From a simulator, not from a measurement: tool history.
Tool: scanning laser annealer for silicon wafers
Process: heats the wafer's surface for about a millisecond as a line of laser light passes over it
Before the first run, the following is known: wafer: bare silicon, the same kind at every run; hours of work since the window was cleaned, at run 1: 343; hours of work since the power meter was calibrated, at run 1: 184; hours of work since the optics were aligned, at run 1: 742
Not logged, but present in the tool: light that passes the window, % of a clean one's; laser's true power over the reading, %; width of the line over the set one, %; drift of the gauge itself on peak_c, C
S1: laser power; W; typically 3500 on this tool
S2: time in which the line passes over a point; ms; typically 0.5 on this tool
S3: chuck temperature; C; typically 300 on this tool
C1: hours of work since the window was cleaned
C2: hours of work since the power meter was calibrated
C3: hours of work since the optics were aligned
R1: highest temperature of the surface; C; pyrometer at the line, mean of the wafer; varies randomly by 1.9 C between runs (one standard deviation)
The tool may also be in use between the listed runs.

run 1 hour=0 | S1=3500 S2=0.5 S3=300 | C1=343 C2=184 C3=742 | R1=1111
run 2 hour=18 | S1=3500 S2=0.5 S3=300 | C1=351 C2=192 C3=750 | R1=1113
run 3 hour=28.3 | S1=3500 S2=0.5 S3=300 | C1=355 C2=196 C3=754 | R1=1111
run 4 hour=38 | S1=3500 S2=0.5 S3=300 | C1=359 C2=200 C3=758 | R1=1111
run 5 hour=48.6 | S1=3500 S2=0.5 S3=300 | C1=364 C2=205 C3=763 | R1=1113
run 6 hour=65.8 | S1=3540 S2=0.5 S3=300 | C1=372 C2=213 C3=770 | R1=1120
run 7 hour=80.3 | S1=3500 S2=0.5 S3=328 | C1=378 C2=219 C3=777 | R1=1140
run 8 hour=93.3 | S1=3500 S2=0.5 S3=319 | C1=384 C2=225 C3=783 | R1=1129
-- hour=98.4 window over the wafer cleaned
run 9 hour=111.7 | S1=3500 S2=0.562 S3=300 | C1=6 C2=232 C3=790 | R1=1172
run 10 hour=128.4 | S1=3500 S2=0.562 S3=300 | C1=13 C2=239 C3=797 | R1=1173
run 11 hour=139.9 | S1=3595 S2=0.5 S3=300 | C1=18 C2=244 C3=802 | R1=1143
run 12 hour=154.3 | S1=3500 S2=0.5 S3=262 | C1=24 C2=250 C3=808 | R1=1082
run 13 hour=162.6 | S1=3500 S2=0.534 S3=300 | C1=28 C2=254 C3=812 | R1=1149
run 14 hour=173.7 | S1=3652 S2=0.5 S3=300 | C1=33 C2=259 C3=817 | R1=1156
run 15 hour=189.5 | S1=3500 S2=0.5 S3=300 | C1=40 C2=266 C3=824 | R1=1124
run 16 hour=202 | S1=3500 S2=0.357 S3=300 | C1=45 C2=271 C3=829 | R1=993
-- hour=205.9 laser's power meter calibrated
run 17 hour=213.1 | S1=3500 S2=0.357 S3=300 | C1=49 C2=3 C3=833 | R1=994
run 18 hour=227.3 | S1=3500 S2=0.5 S3=281 | C1=55 C2=9 C3=839 | R1=1101
run 19 hour=238.4 | S1=3500 S2=0.5 S3=281 | C1=60 C2=14 C3=844 | R1=1104
run 20 hour=249.4 | S1=3305 S2=0.5 S3=281 | C1=65 C2=19 C3=848 | R1=1062
run 21 hour=261 | S1=3500 S2=0.5 S3=326 | C1=70 C2=24 C3=854 | R1=1146
-- hour=272.3 laser's power meter calibrated, once more
run 22 hour=273.6 | S1=3500 S2=0.5 S3=326 | C1=74 C2=1 C3=858 | R1=1144
run 23 hour=285 | S1=3160 S2=0.5 S3=261 | C1=79 C2=6 C3=863 | R1=1005
run 24 hour=299.6 | S1=3160 S2=0.5 S3=261 | C1=85 C2=12 C3=869 | R1=1004
run 25 hour=310.6 | S1=3438 S2=0.5 S3=308 | C1=90 C2=17 C3=874 | R1=1113
run 26 hour=318.6 | S1=3438 S2=0.5 S3=308 | C1=93 C2=20 C3=877 | R1=1113
run 27 hour=333.2 | S1=3500 S2=0.607 S3=277 | C1=100 C2=27 C3=884 | R1=1178
run 28 hour=347.2 | S1=3786 S2=0.526 S3=280 | C1=106 C2=33 C3=890 | R1=1182
run 29 hour=360.6 | S1=3786 S2=0.526 S3=280 | C1=112 C2=39 C3=896 | R1=1186
run 30 hour=374.6 | S1=3588 S2=0.379 S3=331 | C1=118 C2=45 C3=902 | R1=1053
run 31 hour=390.3 | S1=3050 S2=0.494 S3=331 | C1=125 C2=52 C3=909 | R1=1046
run 32 hour=399 | S1=3050 S2=0.559 S3=302 | C1=129 C2=55 C3=912 | R1=1065
run 33 hour=413.5 | S1=3500 S2=0.445 S3=300 | C1=135 C2=62 C3=919 | R1=1067
run 34 hour=431 | S1=3500 S2=0.445 S3=300 | C1=143 C2=69 C3=926 | R1=1067
run 35 hour=438.3 | S1=3200 S2=0.427 S3=277 | C1=146 C2=72 C3=930 | R1=969
run 36 hour=449.8 | S1=3160 S2=0.5 S3=310 | C1=151 C2=78 C3=935 | R1=1053
run 37 hour=463 | S1=3344 S2=0.374 S3=319 | C1=157 C2=83 C3=940 | R1=992
run 38 hour=473 | S1=3344 S2=0.538 S3=287 | C1=161 C2=88 C3=945 | R1=1100
run 39 hour=483.1 | S1=3344 S2=0.538 S3=287 | C1=165 C2=92 C3=949 | R1=1097
run 40 hour=491.8 | S1=3344 S2=0.538 S3=287 | C1=169 C2=96 C3=953 | R1=1098

Take each entry between the runs: how does the hidden state at the last listed run before it differ from the hidden state at the first listed run after it?
Runs 8 to 9: window over the wafer cleaned (hour 98.4)
  light that passes the window, % of a clean one's: 98.35 -> 99.97; width of the line over the set one, %: 0.91 -> 0.92
  what was measured, less what the result would be without the hidden state, R1: -15 -> -3 C
Runs 16 to 17: laser's power meter calibrated (hour 205.9)
  light that passes the window, % of a clean one's: 99.82 -> 99.81; laser's true power over the reading, %: 0.06 -> 0.07
  what was measured, less what the result would be without the hidden state, R1: -4 -> -3 C
Runs 21 to 22: laser's power meter calibrated, once more (hour 272.3)
  light that passes the window, % of a clean one's: 99.72 -> 99.71; laser's true power over the reading, %: 0.06 -> -0.29; width of the line over the set one, %: 0.98 -> 0.99
  what was measured, less what the result would be without the hidden state, R1: -5 -> -7 C
